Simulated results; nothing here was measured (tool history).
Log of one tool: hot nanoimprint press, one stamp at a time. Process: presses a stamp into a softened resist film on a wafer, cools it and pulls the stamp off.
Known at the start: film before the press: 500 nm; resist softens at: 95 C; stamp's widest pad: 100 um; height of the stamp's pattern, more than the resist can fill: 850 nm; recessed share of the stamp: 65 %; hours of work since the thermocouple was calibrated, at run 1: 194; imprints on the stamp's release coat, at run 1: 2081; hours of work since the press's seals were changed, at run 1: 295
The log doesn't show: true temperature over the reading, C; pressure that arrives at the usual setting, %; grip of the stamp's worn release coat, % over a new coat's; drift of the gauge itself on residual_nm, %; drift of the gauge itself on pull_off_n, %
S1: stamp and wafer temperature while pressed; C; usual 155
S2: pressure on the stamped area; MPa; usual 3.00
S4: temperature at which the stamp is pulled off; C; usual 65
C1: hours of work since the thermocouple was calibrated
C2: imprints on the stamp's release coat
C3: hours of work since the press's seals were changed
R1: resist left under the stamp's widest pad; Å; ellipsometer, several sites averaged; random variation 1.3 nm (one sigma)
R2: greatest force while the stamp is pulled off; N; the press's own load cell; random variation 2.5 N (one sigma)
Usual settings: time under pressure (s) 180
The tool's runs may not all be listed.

run 1 hour=0.0 | S1=155 S2=3.00 time_under_pressure_(s)=180 S4=65 | C1=194 C2=2081 C3=295 | R1=3014 R2=115
run 2 hour=13.9 | S1=155 S2=3.00 time_under_pressure_(s)=180 S4=65 | C1=200 C2=2133 C3=301 | R1=2969 R2=117
run 3 hour=30.1 | S1=155 S2=3.00 time_under_pressure_(s)=180 S4=65 | C1=208 C2=2192 C3=309 | R1=2966 R2=122
run 4 hour=50.9 | S1=155 S2=3.00 time_under_pressure_(s)=180 S4=65 | C1=217 C2=2269 C3=318 | R1=2987 R2=118
run 5 hour=71.3 | S1=155 S2=3.30 time_under_pressure_(s)=180 S4=65 | C1=227 C2=2345 C3=328 | R1=2841 R2=114
run 6 hour=83.0 | S1=155 S2=3.30 time_under_pressure_(s)=180 S4=65 | C1=232 C2=2388 C3=333 | R1=2842 R2=113
-- hour=94.7 stamp cleaned and given a new release coat
run 7 hour=106.8 | S1=167 S2=3.30 time_under_pressure_(s)=180 S4=65 | C1=241 C2=45 C3=342 | R1=1804 R2=116
run 8 hour=117.3 | S1=155 S2=3.00 time_under_pressure_(s)=180 S4=65 | C1=245 C2=83 C3=346 | R1=2966 R2=115
run 9 hour=133.4 | S1=155 S2=3.00 time_under_pressure_(s)=180 S4=65 | C1=253 C2=143 C3=354 | R1=2925 R2=113
run 10 hour=142.7 | S1=155 S2=3.00 time_under_pressure_(s)=180 S4=65 | C1=257 C2=177 C3=358 | R1=2957 R2=114
run 11 hour=157.2 | S1=155 S2=3.00 time_under_pressure_(s)=180 S4=72 | C1=264 C2=231 C3=365 | R1=2961 R2=109
run 12 hour=176.3 | S1=155 S2=3.00 time_under_pressure_(s)=180 S4=72 | C1=273 C2=301 C3=374 | R1=2906 R2=109
-- hour=177.3 gauge calibrated
run 13 hour=188.7 | S1=155 S2=3.00 time_under_pressure_(s)=180 S4=72 | C1=279 C2=347 C3=380 | R1=3001 R2=112
run 14 hour=197.5 | S1=155 S2=1.84 time_under_pressure_(s)=180 S4=65 | C1=283 C2=379 C3=384 | R1=3533 R2=119
run 15 hour=207.0 | S1=155 S2=3.00 time_under_pressure_(s)=180 S4=65 | C1=287 C2=414 C3=388 | R1=2986 R2=118
run 16 hour=224.1 | S1=155 S2=2.58 time_under_pressure_(s)=194 S4=58 | C1=295 C2=477 C3=396 | R1=3072 R2=121
run 17 hour=237.2 | S1=155 S2=2.58 time_under_pressure_(s)=194 S4=72 | C1=301 C2=526 C3=402 | R1=3082 R2=108
run 18 hour=254.0 | S1=155 S2=2.58 time_under_pressure_(s)=194 S4=72 | C1=309 C2=588 C3=410 | R1=3112 R2=112
run 19 hour=272.1 | S1=154 S2=2.44 time_under_pressure_(s)=194 S4=72 | C1=317 C2=655 C3=418 | R1=3225 R2=109
run 20 hour=285.0 | S1=154 S2=2.44 time_under_pressure_(s)=194 S4=72 | C1=323 C2=702 C3=424 | R1=3213 R2=106
run 21 hour=305.8 | S1=154 S2=2.44 time_under_pressure_(s)=194 S4=72 | C1=333 C2=779 C3=434 | R1=3226 R2=110
run 22 hour=321.9 | S1=155 S2=3.00 time_under_pressure_(s)=201 S4=59 | C1=340 C2=838 C3=441 | R1=2833 R2=123
-- hour=331.1 plate thermocouple calibrated
run 23 hour=339.5 | S1=155 S2=3.00 time_under_pressure_(s)=201 S4=59 | C1=4 C2=892 C3=448 | R1=2822 R2=121
run 24 hour=353.7 | S1=155 S2=2.85 time_under_pressure_(s)=129 S4=65 | C1=10 C2=945 C3=455 | R1=3266 R2=122
run 25 hour=371.0 | S1=155 S2=4.16 time_under_pressure_(s)=155 S4=65 | C1=19 C2=1009 C3=463 | R1=2658 R2=119
run 26 hour=380.1 | S1=155 S2=4.16 time_under_pressure_(s)=155 S4=65 | C1=23 C2=1042 C3=467 | R1=2692 R2=117
run 27 hour=392.9 | S1=161 S2=2.03 time_under_pressure_(s)=181 S4=65 | C1=29 C2=1089 C3=473 | R1=2754 R2=111
run 28 hour=402.9 | S1=161 S2=2.03 time_under_pressure_(s)=168 S4=65 | C1=33 C2=1126 C3=478 | R1=2851 R2=114
run 29 hour=420.4 | S1=161 S2=2.03 time_under_pressure_(s)=168 S4=65 | C1=41 C2=1191 C3=486 | R1=2821 R2=117

Hidden state at the last listed run before each entry between runs and at the first one after, where it differs:
Between runs 6 and 7: stamp cleaned and given a new release coat (hour 94.7)
  grip of the stamp's worn release coat, % over a new coat's: 1.1 -> 0; drift of the gauge itself on residual_nm, %: -1.25 -> -1.52
  measured less the result without the state, R1: -32 -> -25 Å
Between runs 12 and 13: gauge calibrated (hour 177.3)
  grip of the stamp's worn release coat, % over a new coat's: 0.1 -> 0.2; drift of the gauge itself on residual_nm, %: -2.57 -> -0.17
  measured less the result without the state, R1: -73 -> -1 Å
Between runs 22 and 23: plate thermocouple calibrated (hour 331.1)
  true temperature over the reading, C: -0.04 -> 0; drift of the gauge itself on residual_nm, %: -2.18 -> -2.4
  measured less the result without the state, R1: -58 -> -68 Å

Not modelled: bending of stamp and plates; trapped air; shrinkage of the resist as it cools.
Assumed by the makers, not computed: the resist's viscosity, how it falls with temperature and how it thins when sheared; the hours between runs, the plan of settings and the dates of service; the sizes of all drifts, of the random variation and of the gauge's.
